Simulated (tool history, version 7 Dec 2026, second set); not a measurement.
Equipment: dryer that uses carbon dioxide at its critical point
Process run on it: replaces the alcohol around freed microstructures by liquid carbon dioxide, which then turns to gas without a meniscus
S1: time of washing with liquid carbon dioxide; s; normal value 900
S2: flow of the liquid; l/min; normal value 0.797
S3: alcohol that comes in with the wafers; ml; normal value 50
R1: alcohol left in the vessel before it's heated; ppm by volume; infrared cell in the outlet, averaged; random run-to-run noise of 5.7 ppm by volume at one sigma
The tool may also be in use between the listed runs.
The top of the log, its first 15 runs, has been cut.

run,day,S1,S2,S3,R1
16,9.925,960,0.797,50,413
17,10.442,960,0.797,107,712
18,10.933,1020,0.797,50,357
19,11.588,1020,0.797,50,368
20,12,1020,0.797,50,379
21,12.562,1020,0.797,50,384
22,12.983,1020,0.797,50,401
23,13.596,1020,0.797,50,402
24,13.954,1020,0.797,50,400
25,14.733,600,0.797,42,1453
26,15.3,840,0.52,36,1554
# day 15.704: inlet filter changed
27,15.738,660,0.52,36,1895
28,16.238,1320,0.691,36,238
29,16.933,900,0.519,26,729
30,17.729,900,0.797,37,357

Run 31, settings as shown, results not yet in. Your forecast:
31,18.15,1380,0.797,50,?

Run 31 yielded R1 231 ppm by volume.
The same run, on a tool lacking any hidden state, would have yielded R1 23 ppm by volume.
